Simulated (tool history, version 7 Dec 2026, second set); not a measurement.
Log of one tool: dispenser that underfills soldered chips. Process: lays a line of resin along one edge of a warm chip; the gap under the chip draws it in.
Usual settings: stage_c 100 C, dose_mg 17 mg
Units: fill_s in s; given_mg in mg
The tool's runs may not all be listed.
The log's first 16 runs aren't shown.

| run | hour | stage_c | dose_mg | hours of work since the syringe was changed | hours of work since the valve was cleaned | hours of work since the stage was calibrated | fill_s | given_mg |
|---|---|---|---|---|---|---|---|---|
|  | 120.6 | new syringe of resin |
| 17 | 123.2 | 100 | 17 | 2 | 96 | 167 | 151.7 | 15.88 |
|  | 128.5 | new syringe of resin |
| 18 | 128.9 | 105 | 18.9 | 0 | 100 | 170 | 110.1 | 17.49 |
|  | 136.2 | new syringe of resin |
| 19 | 139.6 | 105 | 18.9 | 2 | 108 | 178 | 124.4 | 17.26 |
|  | 144.3 | new syringe of resin |
| 20 | 149.8 | 104 | 19.7 | 4 | 115 | 185 | 138 | 17.88 |
|  | 152.6 | dispensing valve cleaned and set on the balance |
|  | 153.8 | new syringe of resin |
| 21 | 159.8 | 99 | 14.6 | 4 | 5 | 192 | 189.8 | 14.42 |
|  | 161.6 | new syringe of resin |
| 22 | 167.6 | 107 | 19.5 | 4 | 11 | 197 | 119.9 | 19.19 |
|  | 169.5 | new syringe of resin |
| 23 | 172.5 | 100 | 19.5 | 2 | 14 | 201 | 153.6 | 19.38 |
|  | 177.5 | new syringe of resin |
| 24 | 177.5 | 87 | 21.1 | 0 | 17 | 204 | 251.9 | 20.83 |
|  | 185.5 | new syringe of resin |
| 25 | 187.9 | 98 | 16.7 | 2 | 25 | 212 | 161.9 | 16.27 |
|  | 193.8 | new syringe of resin |
| 26 | 195.5 | 98 | 16.7 | 1 | 30 | 217 | 162.8 | 16.28 |
|  | 201.9 | new syringe of resin |
| 27 | 202 | 101 | 14.9 | 0 | 35 | 221 | 143.8 | 14.47 |

Forecast run 28:
| 28 | 207.5 | 115 | 17.8 | 4 | 39 | 226 | ? | ? |

{"run 28": {"fill_s": 86.4, "given_mg": 17.29}}
Without the tool's hidden state the same run would have given fill_s 69.7 s, given_mg 17.86 mg.
